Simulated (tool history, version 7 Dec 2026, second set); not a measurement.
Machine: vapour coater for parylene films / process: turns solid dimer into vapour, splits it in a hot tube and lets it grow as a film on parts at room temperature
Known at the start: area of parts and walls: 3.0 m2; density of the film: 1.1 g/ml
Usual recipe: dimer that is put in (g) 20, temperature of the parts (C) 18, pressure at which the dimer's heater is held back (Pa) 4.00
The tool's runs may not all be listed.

run   hour  dimer that is put in (g)  temperature of the parts (C)  pressure at which the dimer's heater is held back (Pa)  thickness of the film (nm)
  1    0.0                        20                            18                                                    4.00                        4730
  2   22.6                         9                            18                                                    4.00                        2140
  3   38.5                         9                            18                                                    4.00                        2130
  4   54.1                        20                            18                                                    4.00                        4690
  5   73.0                        20                            18                                                    6.18                        4300
  6   96.1                        20                            18                                                    6.18                        4330
  7  125.0                        20                            18                                                    6.18                        4280
  8  147.5                        20                            18                                                    6.18                        4270
  9  177.0                        20                            18                                                    6.18                        4220
 10  189.8                        20                            18                                                    6.18                        4250
 11  218.3                        20                            18                                                    8.14                        4030
 12  232.4                        20                            18                                                    8.14                        3990
 13  245.8                        20                            18                                                    8.14                        3970
 14  274.8                        20                            18                                                    8.14                        3980
 15  299.2                        20                            18                                                    8.14                        3990
 16  321.0                         8                            18                                                    4.00                        1840
 17  335.8                         8                            18                                                    4.00                        1820
 18  364.4                         8                            18                                                    4.00                        1830
 19  384.3                         8                            18                                                    4.00                        1860
 20  412.4                        20                            27                                                    4.00                        3350
 21  439.9                        20                            27                                                    4.00                        3340
 22  452.4                        20                            27                                                    4.00                        3320
 23  468.4                        20                            13                                                    2.51                        5500
 24  488.0                        19                            11                                                    2.51                        5200
     503.8  -- trap's valve overhauled
 25  516.9                        11                            12                                                   10.71                        2690
 26  532.7                        18                            17                                                    2.13                        5180
 27  559.1                        20                            14                                                    9.21                        4680
 28  579.6                        19                            29                                                    6.35                        2870
 29  602.2                        36                            22                                                    2.92                        8070
 30  622.3                        28                            11                                                    4.00                        8250
 31  641.8                        20                            12                                                    2.65                        5860
 32  657.4                        13                            10                                                    4.00                        3800
 33  678.8                        13                            10                                                    4.00                        3810
 34  707.9                        25                            14                                                    4.00                        6870
 35  735.4                        27                            13                                                    3.09                        7860
 36  750.1                        27                            13                                                    7.42                        6730
 37  773.8                        15                            11                                                    5.89                        4190
 38  798.1                        12                            18                                                   11.66                        2300
 39  818.0                        12                            18                                                   11.66                        2260
 40  842.2                        21                            18                                                    3.82                        5040
 41  858.3                        20                            15                                                    4.00                        5220
 42  879.5                        20                            15                                                    4.00                        5240
 43  903.2                        10                            15                                                    4.00                        2590
 44  926.5                        10                            15                                                    4.00                        2630

Forecast each of these 3 alternatives for the next run:
  A  944.9                        14                            18                                                    2.53                           ?
  B  944.9                         9                            23                                                    9.28                           ?
  C  944.9                        10                            18                                                    6.95                           ?

run  thickness of the film (nm)
  A                        3600
  B                        1500
  C                        2090
What these runs would have given with no unlogged condition in the tool:
run  thickness of the film (nm)
  A                        3770
  B                        1570
  C                        2190

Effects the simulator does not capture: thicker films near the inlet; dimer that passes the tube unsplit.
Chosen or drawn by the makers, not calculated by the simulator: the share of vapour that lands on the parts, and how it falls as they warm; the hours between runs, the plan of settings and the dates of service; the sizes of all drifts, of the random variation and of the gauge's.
